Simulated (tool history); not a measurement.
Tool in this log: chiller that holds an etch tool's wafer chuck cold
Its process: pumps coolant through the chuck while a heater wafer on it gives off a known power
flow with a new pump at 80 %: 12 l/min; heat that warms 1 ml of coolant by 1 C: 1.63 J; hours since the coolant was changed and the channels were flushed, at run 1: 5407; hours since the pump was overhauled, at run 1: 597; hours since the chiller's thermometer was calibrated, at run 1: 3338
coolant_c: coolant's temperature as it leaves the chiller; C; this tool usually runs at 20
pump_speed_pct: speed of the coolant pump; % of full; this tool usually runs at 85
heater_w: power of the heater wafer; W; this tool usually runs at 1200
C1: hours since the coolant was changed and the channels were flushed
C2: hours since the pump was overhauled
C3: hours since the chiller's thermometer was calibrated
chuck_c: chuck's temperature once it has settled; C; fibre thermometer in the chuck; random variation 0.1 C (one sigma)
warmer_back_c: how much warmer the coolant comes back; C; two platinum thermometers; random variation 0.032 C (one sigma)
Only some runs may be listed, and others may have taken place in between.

Run 1, hour 0: usual settings; C1 5407; C2 597; C3 3338. Result: chuck_c 28.3 C, warmer_back_c 3.44 C.
Run 2, hour 25.3: usual settings; C1 5432; C2 623; C3 3364. Result: chuck_c 28.5 C, warmer_back_c 3.51 C.
Run 3, hour 63.3: usual settings; C1 5470; C2 661; C3 3402. Result: chuck_c 28.2 C, warmer_back_c 3.46 C.
Run 4, hour 98.5: usual settings; C1 5506; C2 696; C3 3437. Result: chuck_c 28.3 C, warmer_back_c 3.46 C.
Run 5, hour 134.9: usual settings; C1 5542; C2 732; C3 3473. Result: chuck_c 28.3 C, warmer_back_c 3.47 C.
Run 6, hour 160: usual settings; C1 5567; C2 757; C3 3498. Result: chuck_c 28.4 C, warmer_back_c 3.45 C.
Run 7, hour 200.1: usual settings; C1 5607; C2 798; C3 3538. Result: chuck_c 28.2 C, warmer_back_c 3.44 C.
Run 8, hour 230.1: usual settings; C1 5637; C2 828; C3 3568. Result: chuck_c 28.4 C, warmer_back_c 3.49 C.
Run 9, hour 266.4: usual settings but heater_w 1026 W; C1 5673; C2 864; C3 3605. Result: chuck_c 27.2 C, warmer_back_c 2.97 C.
Run 10, hour 293.7: usual settings but heater_w 1026 W; C1 5701; C2 891; C3 3632. Result: chuck_c 27 C, warmer_back_c 3.01 C.
Run 11, hour 333.2: usual settings; C1 5740; C2 931; C3 3671. Result: chuck_c 28.3 C, warmer_back_c 3.48 C.
Run 12, hour 367.2: usual settings but coolant_c 28 C; C1 5774; C2 965; C3 3705. Result: chuck_c 36.4 C, warmer_back_c 3.49 C.
Run 13, hour 412.8: usual settings but heater_w 867 W; C1 5820; C2 1010; C3 3751. Result: chuck_c 26.1 C, warmer_back_c 2.5 C.
Run 14, hour 444.1: usual settings; C1 5851; C2 1042; C3 3782. Result: chuck_c 28.3 C, warmer_back_c 3.48 C.
Run 15, hour 466: usual settings but coolant_c 16 C, pump_speed_pct 87 % of full, heater_w 945 W; C1 5873; C2 1063; C3 3804. Result: chuck_c 22.2 C, warmer_back_c 2.7 C.
Run 16, hour 487.9: usual settings but coolant_c 26 C, heater_w 1314 W; C1 5895; C2 1085; C3 3826. Result: chuck_c 35.1 C, warmer_back_c 3.8 C.
Run 17, hour 520.1: usual settings but coolant_c 26 C, pump_speed_pct 71 % of full, heater_w 786 W; C1 5927; C2 1118; C3 3858. Result: chuck_c 32.1 C, warmer_back_c 2.78 C.
Run 18, hour 564.2: usual settings but coolant_c 25 C, pump_speed_pct 66 % of full, heater_w 786 W; C1 5971; C2 1162; C3 3902. Result: chuck_c 31.8 C, warmer_back_c 3.11 C.
Run 19, hour 596.5: usual settings but coolant_c 25 C, heater_w 786 W; C1 6004; C2 1194; C3 3935. Result: chuck_c 30.4 C, warmer_back_c 2.34 C.
Run 20, hour 627.4: usual settings but coolant_c 23 C, pump_speed_pct 73 % of full, heater_w 736 W; C1 6034; C2 1225; C3 3966. Result: chuck_c 28.7 C, warmer_back_c 2.52 C.
Run 21, hour 671.6: usual settings but coolant_c 23 C, pump_speed_pct 73 % of full, heater_w 736 W; C1 6079; C2 1269; C3 4010. Result: chuck_c 28.7 C, warmer_back_c 2.52 C.
Run 22, hour 712.2: usual settings but coolant_c 11 C, pump_speed_pct 82 % of full, heater_w 962 W; C1 6119; C2 1310; C3 4050. Result: chuck_c 18 C, warmer_back_c 2.92 C.
Run 23, hour 755.4: usual settings but coolant_c 11 C, pump_speed_pct 82 % of full, heater_w 962 W; C1 6162; C2 1353; C3 4094. Result: chuck_c 17.9 C, warmer_back_c 2.89 C.
Run 24, hour 786.8: usual settings but coolant_c 11 C, pump_speed_pct 73 % of full, heater_w 1672 W; C1 6194; C2 1384; C3 4125. Result: chuck_c 24.8 C, warmer_back_c 5.78 C.
Run 25, hour 827.5: usual settings but coolant_c 11 C, pump_speed_pct 73 % of full, heater_w 1672 W; C1 6235; C2 1425; C3 4166. Result: chuck_c 24.7 C, warmer_back_c 5.87 C.
Run 26, hour 849.9: usual settings but coolant_c 30 C, pump_speed_pct 73 % of full, heater_w 806 W; C1 6257; C2 1447; C3 4188. Result: chuck_c 36.4 C, warmer_back_c 2.8 C.
Run 27, hour 886.8: usual settings but coolant_c 30 C, pump_speed_pct 73 % of full, heater_w 806 W; C1 6294; C2 1484; C3 4225. Result: chuck_c 36.3 C, warmer_back_c 2.78 C.
Run 28, hour 912.9: usual settings but coolant_c 30 C, pump_speed_pct 73 % of full, heater_w 806 W; C1 6320; C2 1510; C3 4251. Result: chuck_c 36.3 C, warmer_back_c 2.87 C.

Per-run results on a tool with no hidden state, each run keeping its own random variation:
The tool's hidden condition here consists of: heat passed by the chuck's channels, % of clean ones'; flow at a given pump speed, % of a new pump's; coolant's true temperature over the reading, C; drift of the gauge itself on chuck_c, C; drift of the gauge itself on warmer_back_c, C.
run  chuck_c  warmer_back_c
  1     27.6           3.41
  2     27.8           3.48
  3     27.5           3.43
  4     27.7           3.43
  5     27.6           3.44
  6     27.7           3.41
  7     27.4            3.4
  8     27.7           3.45
  9     26.6           2.94
 10     26.4           2.97
 11     27.6           3.43
 12     35.7           3.44
 13     25.6           2.46
 14     27.6           3.43
 15     21.7           2.66
 16     34.2           3.74
 17     31.6           2.73
 18     31.3           3.05
 19       30            2.3
 20     28.3           2.48
 21     28.3           2.47
 22     17.4           2.86
 23     17.3           2.83
 24     23.3           5.66
 25     23.1           5.75
 26     35.9           2.74
 27     35.8           2.71
 28     35.8            2.8

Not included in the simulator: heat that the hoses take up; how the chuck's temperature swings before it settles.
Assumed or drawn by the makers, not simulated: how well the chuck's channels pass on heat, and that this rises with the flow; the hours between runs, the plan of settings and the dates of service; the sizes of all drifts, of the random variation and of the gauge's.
